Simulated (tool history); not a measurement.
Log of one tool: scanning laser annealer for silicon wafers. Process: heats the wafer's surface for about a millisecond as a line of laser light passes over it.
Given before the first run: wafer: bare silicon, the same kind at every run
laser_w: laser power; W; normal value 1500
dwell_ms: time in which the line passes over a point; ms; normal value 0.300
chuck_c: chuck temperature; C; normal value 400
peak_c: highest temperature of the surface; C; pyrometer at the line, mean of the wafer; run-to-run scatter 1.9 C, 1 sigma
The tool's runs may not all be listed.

run 1 hour=0.0 | laser_w=1500 dwell_ms=0.300 chuck_c=400 | peak_c=1180
run 2 hour=18.9 | laser_w=1500 dwell_ms=0.261 chuck_c=400 | peak_c=1135
run 3 hour=55.5 | laser_w=1500 dwell_ms=0.261 chuck_c=400 | peak_c=1132
run 4 hour=91.6 | laser_w=1500 dwell_ms=0.300 chuck_c=400 | peak_c=1175
run 5 hour=110.2 | laser_w=1500 dwell_ms=0.300 chuck_c=400 | peak_c=1177
run 6 hour=136.1 | laser_w=1500 dwell_ms=0.300 chuck_c=400 | peak_c=1173
run 7 hour=164.6 | laser_w=1500 dwell_ms=0.274 chuck_c=427 | peak_c=1172
run 8 hour=203.4 | laser_w=1500 dwell_ms=0.274 chuck_c=427 | peak_c=1170
run 9 hour=228.5 | laser_w=1500 dwell_ms=0.371 chuck_c=427 | peak_c=1278
run 10 hour=258.9 | laser_w=1500 dwell_ms=0.371 chuck_c=427 | peak_c=1276
run 11 hour=283.1 | laser_w=1628 dwell_ms=0.362 chuck_c=401 | peak_c=1336

For run 12, what comes out?
run 12 hour=310.4 | laser_w=1500 dwell_ms=0.300 chuck_c=393 | peak_c=?

{"run 12": {"peak_c": 1165}}
If the tool had no hidden condition, the same run with the same run-to-run variation would have returned peak_c 1191 C.
